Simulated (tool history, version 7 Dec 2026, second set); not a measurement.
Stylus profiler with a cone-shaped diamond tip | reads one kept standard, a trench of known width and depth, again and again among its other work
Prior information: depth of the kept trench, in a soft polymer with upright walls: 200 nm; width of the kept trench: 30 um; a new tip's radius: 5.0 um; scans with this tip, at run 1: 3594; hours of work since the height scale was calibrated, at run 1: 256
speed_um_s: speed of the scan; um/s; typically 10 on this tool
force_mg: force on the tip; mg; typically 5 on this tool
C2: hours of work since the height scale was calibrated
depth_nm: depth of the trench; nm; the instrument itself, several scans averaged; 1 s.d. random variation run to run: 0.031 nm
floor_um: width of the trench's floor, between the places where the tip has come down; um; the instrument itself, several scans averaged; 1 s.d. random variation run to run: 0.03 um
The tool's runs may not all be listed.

{"run": 1, "hour": 0.0, "speed_um_s": 10, "force_mg": 5, "scans with this tip": 3594, "C2": 256, "depth_nm": 202.59, "floor_um": 26.09}
{"run": 2, "hour": 49.0, "speed_um_s": 10, "force_mg": 3.19, "scans with this tip": 4005, "C2": 285, "depth_nm": 201.87, "floor_um": 26}
{"run": 3, "hour": 103.0, "speed_um_s": 10, "force_mg": 5, "scans with this tip": 4458, "C2": 317, "depth_nm": 202.63, "floor_um": 25.9}
{"run": 4, "hour": 132.4, "speed_um_s": 10, "force_mg": 5, "scans with this tip": 4704, "C2": 334, "depth_nm": 202.52, "floor_um": 25.84}
{"run": 5, "hour": 159.6, "speed_um_s": 10, "force_mg": 7.27, "scans with this tip": 4932, "C2": 351, "depth_nm": 203.31, "floor_um": 25.81}
{"run": 6, "hour": 204.5, "speed_um_s": 10, "force_mg": 7.27, "scans with this tip": 5308, "C2": 377, "depth_nm": 203.29, "floor_um": 25.74}
{"hour": 209.2, "done": "height scale calibrated on a step standard"}
{"run": 7, "hour": 228.7, "speed_um_s": 10, "force_mg": 7.27, "scans with this tip": 5507, "C2": 12, "depth_nm": 203.16, "floor_um": 25.65}
{"run": 8, "hour": 267.6, "speed_um_s": 10, "force_mg": 7.27, "scans with this tip": 5833, "C2": 35, "depth_nm": 203.14, "floor_um": 25.57}
{"run": 9, "hour": 322.6, "speed_um_s": 10, "force_mg": 5, "scans with this tip": 6294, "C2": 68, "depth_nm": 202.32, "floor_um": 25.5}
{"hour": 343.3, "done": "height scale calibrated on a step standard, once more"}
{"run": 10, "hour": 355.2, "speed_um_s": 11, "force_mg": 12.23, "scans with this tip": 6563, "C2": 7, "depth_nm": 204.99, "floor_um": 25.41}

What does the tool deliver on the next run?
{"run": 11, "hour": 395.1, "speed_um_s": 11, "force_mg": 12.23, "scans with this tip": 6897, "C2": 31, "depth_nm": "?", "floor_um": "?"}

Run 11 gave depth_nm 204.96 nm, floor_um 25.33 um.
Were there no unlogged condition in the tool, this run, its random variation unchanged, would have produced depth_nm 204.93 nm, floor_um 27.17 um.
